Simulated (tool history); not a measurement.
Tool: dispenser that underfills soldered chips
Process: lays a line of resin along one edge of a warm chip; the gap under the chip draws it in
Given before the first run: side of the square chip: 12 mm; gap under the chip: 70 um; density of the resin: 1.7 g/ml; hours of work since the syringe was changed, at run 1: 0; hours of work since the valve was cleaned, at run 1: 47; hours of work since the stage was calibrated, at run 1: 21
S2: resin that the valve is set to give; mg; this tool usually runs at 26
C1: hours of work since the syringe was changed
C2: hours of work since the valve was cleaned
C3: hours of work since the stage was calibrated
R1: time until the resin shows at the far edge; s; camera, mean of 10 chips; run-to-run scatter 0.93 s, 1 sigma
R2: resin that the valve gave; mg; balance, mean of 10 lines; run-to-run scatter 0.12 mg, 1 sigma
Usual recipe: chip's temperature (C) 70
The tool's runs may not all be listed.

Run 1, day 0: usual settings; C1 0; C2 47; C3 21. Result: R1 87.6 s, R2 24.74 mg.
Run 2, day 0.162: usual settings but chip's temperature (C) 71; C1 2; C2 49; C3 23. Result: R1 92.3 s, R2 24.72 mg.
Run 3, day 0.35: usual settings but chip's temperature (C) 71; C1 5; C2 52; C3 26. Result: R1 107.9 s, R2 24.54 mg.
At day 0.429: new syringe of resin.
Run 4, day 0.479: usual settings but chip's temperature (C) 65; C1 1; C2 54; C3 28. Result: R1 111.7 s, R2 24.61 mg.
Run 5, day 0.708: usual settings but chip's temperature (C) 65; C1 4; C2 57; C3 31. Result: R1 131 s, R2 24.59 mg.
At day 0.821: dispensing valve cleaned and set on the balance.
At day 0.896: new syringe of resin.
Run 6, day 0.967: usual settings but chip's temperature (C) 65; C1 1; C2 2; C3 34. Result: R1 108.8 s, R2 25.86 mg.
Run 7, day 1.2: usual settings but chip's temperature (C) 65; C1 5; C2 6; C3 38. Result: R1 129.1 s, R2 26.01 mg.
At day 1.321: new syringe of resin.
Run 8, day 1.35: usual settings but chip's temperature (C) 65; C1 0; C2 8; C3 40. Result: R1 104 s, R2 25.92 mg.
Run 9, day 1.546: usual settings; C1 3; C2 11; C3 43. Result: R1 100.1 s, R2 25.82 mg.
At day 1.746: new syringe of resin.
Run 10, day 1.8: usual settings; C1 1; C2 14; C3 47. Result: R1 88.5 s, R2 25.66 mg.
Run 11, day 1.992: usual settings; C1 4; C2 17; C3 50. Result: R1 103.5 s, R2 25.61 mg.
Run 12, day 2.112: usual settings; C1 6; C2 19; C3 52. Result: R1 109.5 s, R2 25.64 mg.
At day 2.167: new syringe of resin.
Run 13, day 2.233: usual settings but chip's temperature (C) 78; C1 1; C2 21; C3 53. Result: R1 69.6 s, R2 25.41 mg.
Run 14, day 2.429: usual settings but chip's temperature (C) 78; C1 4; C2 24; C3 56. Result: R1 79.7 s, R2 25.52 mg.
At day 2.596: new syringe of resin.
Run 15, day 2.621: usual settings but chip's temperature (C) 76; C1 0; C2 26; C3 59. Result: R1 73.8 s, R2 25.4 mg.
Run 16, day 2.875: usual settings but S2 28.5 mg; C1 4; C2 30; C3 63. Result: R1 105.6 s, R2 27.69 mg.
At day 3.017: new syringe of resin.
Run 17, day 3.029: usual settings but S2 24.9 mg; C1 0; C2 33; C3 65. Result: R1 90.9 s, R2 24.1 mg.
Run 18, day 3.262: usual settings but S2 25.7 mg; C1 4; C2 36; C3 68. Result: R1 106.1 s, R2 24.9 mg.
At day 3.446: new syringe of resin.
Run 19, day 3.492: usual settings but S2 25.7 mg; C1 1; C2 39; C3 72. Result: R1 89.2 s, R2 24.69 mg.
Run 20, day 3.696: usual settings but S2 25.7 mg; C1 4; C2 42; C3 75. Result: R1 102.1 s, R2 24.65 mg.
At day 3.879: new syringe of resin.
Run 21, day 3.942: usual settings but S2 25.7 mg; C1 1; C2 46; C3 78. Result: R1 92.3 s, R2 24.5 mg.
Run 22, day 4.129: usual settings but S2 25.7 mg; C1 4; C2 49; C3 81. Result: R1 103.6 s, R2 24.5 mg.
At day 4.304: new syringe of resin.
Run 23, day 4.396: usual settings but chip's temperature (C) 81, S2 26.1 mg; C1 1; C2 53; C3 85. Result: R1 64.6 s, R2 24.73 mg.
Run 24, day 4.633: usual settings but chip's temperature (C) 58; C1 5; C2 56; C3 89. Result: R1 169.8 s, R2 24.55 mg.
At day 4.738: new syringe of resin.
At day 4.812: dispensing valve cleaned and set on the balance.
Run 25, day 4.896: usual settings but chip's temperature (C) 77, S2 25.1 mg; C1 2; C2 1; C3 92. Result: R1 73.6 s, R2 25.02 mg.
Run 26, day 5.092: usual settings but S2 25.3 mg; C1 5; C2 4; C3 95. Result: R1 105.1 s, R2 25.28 mg.
At day 5.2: new syringe of resin.
Run 27, day 5.296: usual settings but chip's temperature (C) 58, S2 25.8 mg; C1 1; C2 7; C3 98. Result: R1 146.5 s, R2 25.57 mg.
Run 28, day 5.4: usual settings but chip's temperature (C) 64, S2 26.3 mg; C1 3; C2 9; C3 99. Result: R1 124.7 s, R2 26.09 mg.
Run 29, day 5.588: usual settings but chip's temperature (C) 83, S2 28.9 mg; C1 6; C2 12; C3 102. Result: R1 73 s, R2 28.6 mg.
At day 5.625: new syringe of resin.
Run 30, day 5.85: usual settings but chip's temperature (C) 83, S2 25.7 mg; C1 3; C2 15; C3 106. Result: R1 65.4 s, R2 25.12 mg.
At day 6.05: new syringe of resin.
Run 31, day 6.088: usual settings but chip's temperature (C) 83, S2 25.7 mg; C1 1; C2 19; C3 110. Result: R1 57.3 s, R2 25.33 mg.
Run 32, day 6.2: usual settings but chip's temperature (C) 57, S2 24.2 mg; C1 2; C2 21; C3 111. Result: R1 158 s, R2 23.69 mg.
Run 33, day 6.4: usual settings but chip's temperature (C) 57, S2 24.2 mg; C1 5; C2 24; C3 114. Result: R1 177.6 s, R2 23.67 mg.
At day 6.479: new syringe of resin.
Run 34, day 6.625: usual settings but chip's temperature (C) 83, S2 26.4 mg; C1 2; C2 27; C3 118. Result: R1 60.5 s, R2 25.65 mg.
Run 35, day 6.825: usual settings but chip's temperature (C) 83, S2 26.4 mg; C1 5; C2 30; C3 121. Result: R1 69.7 s, R2 25.88 mg.
At day 6.921: new syringe of resin.
Run 36, day 7.033: usual settings but chip's temperature (C) 68, S2 24.9 mg; C1 2; C2 33; C3 124. Result: R1 100.1 s, R2 24.07 mg.
Run 37, day 7.158: usual settings but chip's temperature (C) 76, S2 27.9 mg; C1 4; C2 35; C3 125. Result: R1 79.9 s, R2 27.04 mg.

Below are 3 alternative next runs, each starting from the tool's condition after run 37. Predict each:
At day 7.354: new syringe of resin.
Run A, day 7.408: usual settings but S2 31.4 mg; C1 1; C2 38; C3 129. Result: R1 ?, R2 ?.
At day 7.354: new syringe of resin.
Run B, day 7.408: usual settings but chip's temperature (C) 65; C1 1; C2 38; C3 129. Result: R1 ?, R2 ?.
At day 7.354: new syringe of resin.
Run C, day 7.408: usual settings but chip's temperature (C) 64, S2 31.3 mg; C1 1; C2 38; C3 129. Result: R1 ?, R2 ?.

run     R1     R2
  A   87.9  30.47
  B  110.1  24.95
  C  108.8   30.2
Take away the tool's hidden state, keep each run's random variation, and the runs would have read:
run     R1     R2
  A   85.6  31.65
  B  106.7  25.92
  C  105.9  31.37
